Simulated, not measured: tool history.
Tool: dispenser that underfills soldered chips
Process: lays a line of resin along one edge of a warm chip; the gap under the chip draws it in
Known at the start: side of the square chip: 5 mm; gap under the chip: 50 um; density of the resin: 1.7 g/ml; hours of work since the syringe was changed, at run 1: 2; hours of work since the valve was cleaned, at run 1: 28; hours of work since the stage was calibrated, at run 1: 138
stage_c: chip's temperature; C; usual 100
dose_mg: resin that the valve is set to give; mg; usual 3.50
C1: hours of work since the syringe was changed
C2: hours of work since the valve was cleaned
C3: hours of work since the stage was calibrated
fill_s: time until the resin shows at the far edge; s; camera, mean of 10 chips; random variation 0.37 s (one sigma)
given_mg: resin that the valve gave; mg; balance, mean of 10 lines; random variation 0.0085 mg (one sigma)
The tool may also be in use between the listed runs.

{"run": 1, "hour": 0.0, "stage_c": 100, "dose_mg": 3.5, "C1": 2, "C2": 28, "C3": 138, "fill_s": 25.3, "given_mg": 3.401}
{"run": 2, "hour": 7.4, "stage_c": 100, "dose_mg": 3.5, "C1": 6, "C2": 33, "C3": 143, "fill_s": 35.4, "given_mg": 3.396}
{"hour": 10.8, "done": "new syringe of resin"}
{"run": 3, "hour": 17.1, "stage_c": 100, "dose_mg": 3.5, "C1": 4, "C2": 39, "C3": 149, "fill_s": 30.9, "given_mg": 3.38}
{"hour": 21.8, "done": "dispensing valve cleaned and set on the balance"}
{"hour": 25.6, "done": "new syringe of resin"}
{"run": 4, "hour": 26.0, "stage_c": 100, "dose_mg": 4.31, "C1": 0, "C2": 2, "C3": 154, "fill_s": 22.6, "given_mg": 4.298}
{"run": 5, "hour": 34.0, "stage_c": 100, "dose_mg": 4.31, "C1": 5, "C2": 8, "C3": 159, "fill_s": 32.9, "given_mg": 4.268}
{"hour": 39.4, "done": "new syringe of resin"}
{"run": 6, "hour": 47.1, "stage_c": 100, "dose_mg": 4.31, "C1": 5, "C2": 16, "C3": 167, "fill_s": 30.9, "given_mg": 4.244}
{"hour": 53.2, "done": "new syringe of resin"}
{"run": 7, "hour": 54.6, "stage_c": 100, "dose_mg": 4.31, "C1": 1, "C2": 20, "C3": 172, "fill_s": 24.5, "given_mg": 4.246}
{"run": 8, "hour": 62.9, "stage_c": 110, "dose_mg": 4.31, "C1": 6, "C2": 26, "C3": 177, "fill_s": 26.9, "given_mg": 4.198}
{"hour": 67.1, "done": "new syringe of resin"}
{"run": 9, "hour": 74.3, "stage_c": 110, "dose_mg": 4.31, "C1": 5, "C2": 33, "C3": 184, "fill_s": 23.2, "given_mg": 4.17}
{"hour": 80.9, "done": "new syringe of resin"}
{"run": 10, "hour": 82.6, "stage_c": 110, "dose_mg": 4.31, "C1": 1, "C2": 38, "C3": 189, "fill_s": 18.4, "given_mg": 4.148}
{"hour": 88.6, "done": "dispensing valve cleaned and set on the balance"}
{"run": 11, "hour": 90.6, "stage_c": 108, "dose_mg": 3.5, "C1": 6, "C2": 1, "C3": 193, "fill_s": 27.4, "given_mg": 3.516}
{"hour": 95.5, "done": "new syringe of resin"}
{"run": 12, "hour": 102.6, "stage_c": 98, "dose_mg": 3.5, "C1": 5, "C2": 9, "C3": 201, "fill_s": 33.5, "given_mg": 3.496}
{"hour": 109.1, "done": "new syringe of resin"}
{"run": 13, "hour": 111.9, "stage_c": 100, "dose_mg": 3.5, "C1": 2, "C2": 14, "C3": 207, "fill_s": 25.7, "given_mg": 3.467}
{"run": 14, "hour": 118.3, "stage_c": 100, "dose_mg": 3.5, "C1": 6, "C2": 19, "C3": 211, "fill_s": 33.6, "given_mg": 3.45}
{"hour": 122.3, "done": "new syringe of resin"}
{"run": 15, "hour": 129.8, "stage_c": 100, "dose_mg": 3.5, "C1": 5, "C2": 26, "C3": 218, "fill_s": 32.3, "given_mg": 3.423}
{"hour": 135.9, "done": "new syringe of resin"}
{"run": 16, "hour": 142.2, "stage_c": 113, "dose_mg": 3.5, "C1": 4, "C2": 33, "C3": 226, "fill_s": 21.8, "given_mg": 3.411}
{"run": 17, "hour": 148.6, "stage_c": 85, "dose_mg": 3.5, "C1": 8, "C2": 37, "C3": 230, "fill_s": 66.1, "given_mg": 3.402}
{"hour": 149.7, "done": "new syringe of resin"}
{"hour": 155.2, "done": "dispensing valve cleaned and set on the balance"}
{"run": 18, "hour": 161.9, "stage_c": 100, "dose_mg": 3.5, "C1": 7, "C2": 4, "C3": 237, "fill_s": 38.8, "given_mg": 3.491}
{"hour": 164.7, "done": "new syringe of resin"}
{"run": 19, "hour": 171.6, "stage_c": 100, "dose_mg": 3.5, "C1": 4, "C2": 10, "C3": 243, "fill_s": 31.6, "given_mg": 3.47}
{"hour": 178.7, "done": "new syringe of resin"}
{"run": 20, "hour": 180.0, "stage_c": 91, "dose_mg": 3.83, "C1": 1, "C2": 15, "C3": 248, "fill_s": 31.9, "given_mg": 3.775}
{"run": 21, "hour": 191.5, "stage_c": 91, "dose_mg": 3.33, "C1": 8, "C2": 23, "C3": 256, "fill_s": 53.6, "given_mg": 3.267}
{"hour": 192.5, "done": "new syringe of resin"}
{"run": 22, "hour": 199.2, "stage_c": 102, "dose_mg": 4.27, "C1": 4, "C2": 27, "C3": 260, "fill_s": 29.3, "given_mg": 4.164}
{"hour": 206.0, "done": "new syringe of resin"}
{"run": 23, "hour": 208.2, "stage_c": 100, "dose_mg": 3.44, "C1": 1, "C2": 33, "C3": 266, "fill_s": 25.5, "given_mg": 3.348}
{"run": 24, "hour": 217.4, "stage_c": 99, "dose_mg": 3.51, "C1": 7, "C2": 39, "C3": 272, "fill_s": 39.3, "given_mg": 3.388}
{"hour": 219.6, "done": "new syringe of resin"}
{"hour": 222.5, "done": "dispensing valve cleaned and set on the balance"}
{"run": 25, "hour": 225.1, "stage_c": 91, "dose_mg": 3.5, "C1": 3, "C2": 2, "C3": 276, "fill_s": 36.4, "given_mg": 3.497}
{"hour": 234.6, "done": "new syringe of resin"}
{"run": 26, "hour": 236.0, "stage_c": 100, "dose_mg": 3.33, "C1": 1, "C2": 8, "C3": 283, "fill_s": 25.0, "given_mg": 3.286}
{"run": 27, "hour": 242.9, "stage_c": 103, "dose_mg": 4.46, "C1": 5, "C2": 13, "C3": 287, "fill_s": 29.9, "given_mg": 4.414}
{"hour": 248.2, "done": "new syringe of resin"}
{"run": 28, "hour": 249.4, "stage_c": 110, "dose_mg": 4.46, "C1": 1, "C2": 17, "C3": 291, "fill_s": 18.3, "given_mg": 4.389}
{"run": 29, "hour": 254.8, "stage_c": 110, "dose_mg": 4.46, "C1": 4, "C2": 20, "C3": 294, "fill_s": 22.7, "given_mg": 4.374}
{"run": 30, "hour": 260.8, "stage_c": 88, "dose_mg": 3.23, "C1": 8, "C2": 24, "C3": 298, "fill_s": 58.3, "given_mg": 3.147}
{"hour": 261.9, "done": "new syringe of resin"}
{"run": 31, "hour": 267.6, "stage_c": 104, "dose_mg": 4.01, "C1": 4, "C2": 28, "C3": 302, "fill_s": 26.7, "given_mg": 3.907}
{"hour": 275.3, "done": "new syringe of resin"}
{"run": 32, "hour": 280.3, "stage_c": 87, "dose_mg": 4.39, "C1": 3, "C2": 36, "C3": 310, "fill_s": 43.0, "given_mg": 4.242}
{"hour": 289.0, "done": "new syringe of resin"}
{"hour": 290.0, "done": "dispensing valve cleaned and set on the balance"}
{"run": 33, "hour": 292.3, "stage_c": 87, "dose_mg": 4.39, "C1": 1, "C2": 1, "C3": 317, "fill_s": 37.4, "given_mg": 4.366}
{"hour": 303.5, "done": "new syringe of resin"}
{"run": 34, "hour": 304.5, "stage_c": 111, "dose_mg": 3.45, "C1": 1, "C2": 9, "C3": 325, "fill_s": 17.7, "given_mg": 3.412}

The next listed run, before its measurement:
{"run": 35, "hour": 312.6, "stage_c": 108, "dose_mg": 3.48, "C1": 6, "C2": 14, "C3": 330, "fill_s": "?", "given_mg": "?"}

Run 35 gave fill_s 27.7 s, given_mg 3.409 mg.
Without the tool's hidden state the same run would have given fill_s 17.2 s, given_mg 3.463 mg.
